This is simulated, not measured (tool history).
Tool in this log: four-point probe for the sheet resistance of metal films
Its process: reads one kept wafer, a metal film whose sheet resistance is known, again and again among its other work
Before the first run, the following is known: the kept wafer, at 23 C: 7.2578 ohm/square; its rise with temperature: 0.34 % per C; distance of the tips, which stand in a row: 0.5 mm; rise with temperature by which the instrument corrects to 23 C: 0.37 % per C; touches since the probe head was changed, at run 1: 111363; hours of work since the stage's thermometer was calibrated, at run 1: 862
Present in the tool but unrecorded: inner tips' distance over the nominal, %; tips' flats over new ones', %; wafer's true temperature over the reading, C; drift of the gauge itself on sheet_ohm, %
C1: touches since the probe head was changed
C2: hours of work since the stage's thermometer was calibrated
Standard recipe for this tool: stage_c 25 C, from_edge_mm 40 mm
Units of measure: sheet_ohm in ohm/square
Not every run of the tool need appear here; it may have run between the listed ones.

run 1 day=0 | stage_c=25 from_edge_mm=40 | C1=111363 C2=862 | sheet_ohm=7.254088
run 2 day=2.521 | stage_c=25 from_edge_mm=40 | C1=115384 C2=910 | sheet_ohm=7.249381
run 3 day=5.471 | stage_c=28 from_edge_mm=40 | C1=120089 C2=966 | sheet_ohm=7.243982
run 4 day=7.612 | stage_c=28 from_edge_mm=40 | C1=123504 C2=1006 | sheet_ohm=7.245129
run 5 day=10.554 | stage_c=28 from_edge_mm=40 | C1=128195 C2=1062 | sheet_ohm=7.245022
run 6 day=13.658 | stage_c=28 from_edge_mm=40 | C1=133145 C2=1121 | sheet_ohm=7.246585
run 7 day=16.725 | stage_c=28 from_edge_mm=40 | C1=138039 C2=1179 | sheet_ohm=7.246893
run 8 day=18.412 | stage_c=28 from_edge_mm=40 | C1=140726 C2=1211 | sheet_ohm=7.244571
run 9 day=20.517 | stage_c=28 from_edge_mm=40 | C1=144088 C2=1251 | sheet_ohm=7.246698
run 10 day=23.65 | stage_c=28 from_edge_mm=40 | C1=149079 C2=1310 | sheet_ohm=7.248344
-- day=27.804 stage's thermometer calibrated
run 11 day=27.804 | stage_c=28 from_edge_mm=40 | C1=155677 C2=0 | sheet_ohm=7.248457
run 12 day=31.525 | stage_c=25 from_edge_mm=40 | C1=161607 C2=70 | sheet_ohm=7.251555
run 13 day=34.979 | stage_c=25 from_edge_mm=6 | C1=167119 C2=136 | sheet_ohm=7.279369
run 14 day=37.254 | stage_c=25 from_edge_mm=6 | C1=170747 C2=179 | sheet_ohm=7.281722
run 15 day=41.062 | stage_c=25 from_edge_mm=4 | C1=176820 C2=251 | sheet_ohm=7.313791
run 16 day=43.842 | stage_c=25 from_edge_mm=4 | C1=181253 C2=304 | sheet_ohm=7.314174
run 17 day=46.283 | stage_c=25 from_edge_mm=4 | C1=185148 C2=350 | sheet_ohm=7.312971
run 18 day=49.896 | stage_c=20 from_edge_mm=40 | C1=190907 C2=419 | sheet_ohm=7.266016
run 19 day=53.438 | stage_c=20 from_edge_mm=40 | C1=196555 C2=486 | sheet_ohm=7.266219
run 20 day=55.842 | stage_c=18 from_edge_mm=10 | C1=200393 C2=532 | sheet_ohm=7.278744
run 21 day=59.671 | stage_c=23 from_edge_mm=10 | C1=206500 C2=604 | sheet_ohm=7.265735
run 22 day=61.7 | stage_c=34 from_edge_mm=6 | C1=209733 C2=643 | sheet_ohm=7.257624
-- day=62.467 new probe head fitted
run 23 day=65.767 | stage_c=34 from_edge_mm=13 | C1=5262 C2=719 | sheet_ohm=7.238626
run 24 day=69.679 | stage_c=29 from_edge_mm=43 | C1=11503 C2=793 | sheet_ohm=7.244949
run 25 day=72.1 | stage_c=29 from_edge_mm=43 | C1=15365 C2=839 | sheet_ohm=7.246893
run 26 day=75.675 | stage_c=21 from_edge_mm=43 | C1=21067 C2=907 | sheet_ohm=7.264246
run 27 day=78.288 | stage_c=23 from_edge_mm=23 | C1=25236 C2=956 | sheet_ohm=7.259287
run 28 day=80.008 | stage_c=30 from_edge_mm=32 | C1=27979 C2=989 | sheet_ohm=7.244031
run 29 day=83.325 | stage_c=30 from_edge_mm=32 | C1=33271 C2=1052 | sheet_ohm=7.243879
run 30 day=85.233 | stage_c=30 from_edge_mm=32 | C1=36309 C2=1088 | sheet_ohm=7.242481
run 31 day=88.054 | stage_c=30 from_edge_mm=32 | C1=40812 C2=1141 | sheet_ohm=7.244184
run 32 day=91.554 | stage_c=35 from_edge_mm=8 | C1=46394 C2=1208 | sheet_ohm=7.245389
run 33 day=93.275 | stage_c=21 from_edge_mm=13 | C1=49134 C2=1240 | sheet_ohm=7.268558
run 34 day=95.154 | stage_c=21 from_edge_mm=13 | C1=52136 C2=1276 | sheet_ohm=7.269294
run 35 day=96.85 | stage_c=21 from_edge_mm=13 | C1=54840 C2=1308 | sheet_ohm=7.271604
run 36 day=98.533 | stage_c=19 from_edge_mm=8 | C1=57524 C2=1340 | sheet_ohm=7.283124

Below are 3 alternative next runs, each starting from the tool's condition after run 36. Predict each:
run A day=100.979 | stage_c=25 from_edge_mm=4 | C1=61427 C2=1386 | sheet_ohm=?
run B day=100.979 | stage_c=19 from_edge_mm=4 | C1=61427 C2=1386 | sheet_ohm=?
run C day=100.979 | stage_c=25 from_edge_mm=28 | C1=61427 C2=1386 | sheet_ohm=?

run=A sheet_ohm=7.314235
run=B sheet_ohm=7.326458
run=C sheet_ohm=7.254577
With the hidden condition removed and each run's random variation left untouched, the same runs would have given:
run=A sheet_ohm=7.31403
run=B sheet_ohm=7.326255
run=C sheet_ohm=7.254374
